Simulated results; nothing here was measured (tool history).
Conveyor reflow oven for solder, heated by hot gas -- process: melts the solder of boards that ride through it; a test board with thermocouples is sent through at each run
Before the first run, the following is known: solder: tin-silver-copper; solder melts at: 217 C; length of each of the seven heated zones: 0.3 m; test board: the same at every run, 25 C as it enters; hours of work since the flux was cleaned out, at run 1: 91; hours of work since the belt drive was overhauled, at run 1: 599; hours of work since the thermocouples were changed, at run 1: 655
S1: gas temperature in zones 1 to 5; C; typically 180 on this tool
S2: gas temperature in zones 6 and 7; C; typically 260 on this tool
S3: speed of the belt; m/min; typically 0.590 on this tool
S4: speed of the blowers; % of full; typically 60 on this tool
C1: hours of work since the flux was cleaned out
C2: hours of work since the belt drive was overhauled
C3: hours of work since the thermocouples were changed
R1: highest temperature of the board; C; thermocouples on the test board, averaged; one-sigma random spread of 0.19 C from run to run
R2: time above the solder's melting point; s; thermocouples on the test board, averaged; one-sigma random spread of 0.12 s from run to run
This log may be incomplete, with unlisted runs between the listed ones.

{"run": 1, "hour": 0.0, "S1": 180, "S2": 260, "S3": 0.59, "S4": 60, "C1": 91, "C2": 599, "C3": 655, "R1": 242.0, "R2": 40.0}
{"run": 2, "hour": 20.4, "S1": 180, "S2": 260, "S3": 0.58, "S4": 60, "C1": 101, "C2": 609, "C3": 665, "R1": 242.2, "R2": 41.2}
{"run": 3, "hour": 55.4, "S1": 180, "S2": 260, "S3": 0.59, "S4": 60, "C1": 119, "C2": 626, "C3": 682, "R1": 241.7, "R2": 39.7}
{"run": 4, "hour": 78.2, "S1": 180, "S2": 260, "S3": 0.59, "S4": 60, "C1": 130, "C2": 637, "C3": 693, "R1": 241.6, "R2": 39.4}
{"run": 5, "hour": 111.2, "S1": 180, "S2": 260, "S3": 0.59, "S4": 72, "C1": 146, "C2": 653, "C3": 709, "R1": 243.7, "R2": 42.4}
{"run": 6, "hour": 145.9, "S1": 180, "S2": 260, "S3": 0.59, "S4": 72, "C1": 163, "C2": 670, "C3": 726, "R1": 243.8, "R2": 42.2}
{"run": 7, "hour": 168.9, "S1": 180, "S2": 260, "S3": 0.59, "S4": 72, "C1": 174, "C2": 682, "C3": 738, "R1": 243.8, "R2": 42.2}
{"run": 8, "hour": 193.4, "S1": 180, "S2": 260, "S3": 0.59, "S4": 72, "C1": 186, "C2": 694, "C3": 750, "R1": 243.9, "R2": 42.1}
{"run": 9, "hour": 226.8, "S1": 180, "S2": 260, "S3": 0.59, "S4": 60, "C1": 203, "C2": 710, "C3": 766, "R1": 241.4, "R2": 39.1}
{"run": 10, "hour": 247.2, "S1": 189, "S2": 260, "S3": 0.59, "S4": 60, "C1": 213, "C2": 720, "C3": 776, "R1": 243.1, "R2": 44.2}
{"run": 11, "hour": 272.0, "S1": 180, "S2": 260, "S3": 0.59, "S4": 60, "C1": 225, "C2": 732, "C3": 788, "R1": 240.9, "R2": 39.2}
{"hour": 306.6, "done": "flux residue cleaned out of gas plates and filters"}
{"run": 12, "hour": 309.2, "S1": 180, "S2": 260, "S3": 0.59, "S4": 60, "C1": 1, "C2": 748, "C3": 804, "R1": 241.9, "R2": 40.2}
{"run": 13, "hour": 331.3, "S1": 180, "S2": 260, "S3": 0.59, "S4": 58, "C1": 12, "C2": 759, "C3": 815, "R1": 241.4, "R2": 39.6}
{"run": 14, "hour": 354.9, "S1": 180, "S2": 260, "S3": 0.59, "S4": 60, "C1": 24, "C2": 771, "C3": 827, "R1": 241.6, "R2": 40.1}
{"run": 15, "hour": 387.7, "S1": 180, "S2": 268, "S3": 0.59, "S4": 60, "C1": 40, "C2": 787, "C3": 843, "R1": 248.4, "R2": 44.9}
{"run": 16, "hour": 404.9, "S1": 180, "S2": 268, "S3": 0.59, "S4": 60, "C1": 48, "C2": 795, "C3": 851, "R1": 248.4, "R2": 44.6}
{"run": 17, "hour": 428.4, "S1": 180, "S2": 268, "S3": 0.59, "S4": 60, "C1": 60, "C2": 807, "C3": 863, "R1": 248.5, "R2": 44.7}
{"run": 18, "hour": 470.7, "S1": 191, "S2": 260, "S3": 0.7, "S4": 60, "C1": 81, "C2": 828, "C3": 884, "R1": 238.8, "R2": 33.2}
{"run": 19, "hour": 499.7, "S1": 180, "S2": 260, "S3": 0.59, "S4": 87, "C1": 95, "C2": 842, "C3": 898, "R1": 246.3, "R2": 44.8}
{"run": 20, "hour": 533.6, "S1": 180, "S2": 260, "S3": 0.487, "S4": 87, "C1": 112, "C2": 859, "C3": 914, "R1": 250.6, "R2": 59.1}
{"run": 21, "hour": 552.8, "S1": 180, "S2": 260, "S3": 0.487, "S4": 87, "C1": 121, "C2": 868, "C3": 924, "R1": 250.0, "R2": 59.1}
{"run": 22, "hour": 592.6, "S1": 180, "S2": 260, "S3": 0.487, "S4": 87, "C1": 141, "C2": 888, "C3": 943, "R1": 250.0, "R2": 59.0}
{"run": 23, "hour": 615.7, "S1": 168, "S2": 260, "S3": 0.59, "S4": 58, "C1": 152, "C2": 899, "C3": 955, "R1": 238.0, "R2": 33.2}
{"run": 24, "hour": 638.6, "S1": 176, "S2": 257, "S3": 0.49, "S4": 60, "C1": 163, "C2": 910, "C3": 966, "R1": 243.1, "R2": 49.9}
{"run": 25, "hour": 677.3, "S1": 188, "S2": 264, "S3": 0.687, "S4": 60, "C1": 182, "C2": 929, "C3": 985, "R1": 241.3, "R2": 34.9}
{"run": 26, "hour": 706.9, "S1": 188, "S2": 264, "S3": 0.687, "S4": 60, "C1": 197, "C2": 944, "C3": 1000, "R1": 241.3, "R2": 34.6}
{"run": 27, "hour": 745.5, "S1": 188, "S2": 269, "S3": 0.569, "S4": 60, "C1": 216, "C2": 963, "C3": 1019, "R1": 251.3, "R2": 51.3}
{"run": 28, "hour": 777.0, "S1": 188, "S2": 252, "S3": 0.569, "S4": 60, "C1": 231, "C2": 978, "C3": 1034, "R1": 236.7, "R2": 40.5}
{"hour": 798.3, "done": "flux residue cleaned out of gas plates and filters"}
{"run": 29, "hour": 799.2, "S1": 194, "S2": 252, "S3": 0.569, "S4": 60, "C1": 0, "C2": 987, "C3": 1043, "R1": 238.7, "R2": 45.5}
{"run": 30, "hour": 825.8, "S1": 180, "S2": 255, "S3": 0.566, "S4": 50, "C1": 14, "C2": 1000, "C3": 1056, "R1": 235.7, "R2": 36.1}
{"run": 31, "hour": 847.9, "S1": 180, "S2": 253, "S3": 0.59, "S4": 60, "C1": 24, "C2": 1011, "C3": 1066, "R1": 235.9, "R2": 34.6}
{"run": 32, "hour": 888.5, "S1": 180, "S2": 268, "S3": 0.614, "S4": 60, "C1": 44, "C2": 1030, "C3": 1086, "R1": 246.6, "R2": 41.9}

Consider 3 possible next runs. They are alternatives, not a sequence: every one starts from the tool as it was left by run 32. What does each give?
{"run": "A", "hour": 923.1, "S1": 180, "S2": 266, "S3": 0.614, "S4": 60, "C1": 61, "C2": 1047, "C3": 1103, "R1": "?", "R2": "?"}
{"run": "B", "hour": 923.1, "S1": 180, "S2": 248, "S3": 0.614, "S4": 55, "C1": 61, "C2": 1047, "C3": 1103, "R1": "?", "R2": "?"}
{"run": "C", "hour": 923.1, "S1": 187, "S2": 268, "S3": 0.654, "S4": 76, "C1": 61, "C2": 1047, "C3": 1103, "R1": "?", "R2": "?"}

run=A R1=244.5 R2=40.4
run=B R1=228.7 R2=25.0
run=C R1=249.6 R2=43.4
Take away the tool's hidden state, keep each run's random variation, and the runs would have read:
run=A R1=246.2 R2=41.1
run=B R1=230.4 R2=26.7
run=C R1=251.4 R2=43.8

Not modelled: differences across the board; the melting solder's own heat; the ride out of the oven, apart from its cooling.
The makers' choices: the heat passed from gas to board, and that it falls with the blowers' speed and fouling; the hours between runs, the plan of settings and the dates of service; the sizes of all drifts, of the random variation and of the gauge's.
